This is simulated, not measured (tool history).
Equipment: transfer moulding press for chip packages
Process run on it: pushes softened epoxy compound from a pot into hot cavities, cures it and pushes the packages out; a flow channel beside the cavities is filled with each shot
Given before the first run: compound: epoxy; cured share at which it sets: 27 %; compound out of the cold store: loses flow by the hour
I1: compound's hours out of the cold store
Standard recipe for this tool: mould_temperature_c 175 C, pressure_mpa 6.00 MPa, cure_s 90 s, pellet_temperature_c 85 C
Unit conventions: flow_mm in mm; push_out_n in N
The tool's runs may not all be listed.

Run 1, hour 0.0: usual settings; I1 10.3. Result: flow_mm 595 mm, push_out_n 645 N.
At hour 2.9: cavities cleaned with cleaning compound and waxed.
Run 2, hour 8.2: usual settings; I1 25.6. Result: flow_mm 538 mm, push_out_n 469 N.
Run 3, hour 13.8: usual settings; I1 19.0. Result: flow_mm 561 mm, push_out_n 520 N.
Run 4, hour 23.3: usual settings; I1 14.1. Result: flow_mm 573 mm, push_out_n 553 N.
Run 5, hour 32.5: usual settings; I1 37.9. Result: flow_mm 495 mm, push_out_n 547 N.
At hour 43.0: cavities cleaned with cleaning compound and waxed.
Run 6, hour 44.9: usual settings; I1 10.6. Result: flow_mm 590 mm, push_out_n 485 N.
Run 7, hour 54.7: usual settings; I1 21.8. Result: flow_mm 545 mm, push_out_n 515 N.
Run 8, hour 60.9: usual settings but pressure_mpa 5.03 MPa; I1 9.3. Result: flow_mm 530 mm, push_out_n 540 N.
At hour 63.9: mould's thermocouples calibrated.
Run 9, hour 70.4: usual settings but mould_temperature_c 180 C, pressure_mpa 6.08 MPa; I1 39.9. Result: flow_mm 478 mm, push_out_n 477 N.

Expected results for the next run?
Run 10, hour 75.6: usual settings but mould_temperature_c 180 C, pressure_mpa 6.08 MPa; I1 22.9. Result: flow_mm ?, push_out_n ?.

Run 10 came out at flow_mm 530 mm, push_out_n 472 N.
The same run, on a tool lacking any hidden state, would have yielded flow_mm 587 mm, push_out_n 367 N.
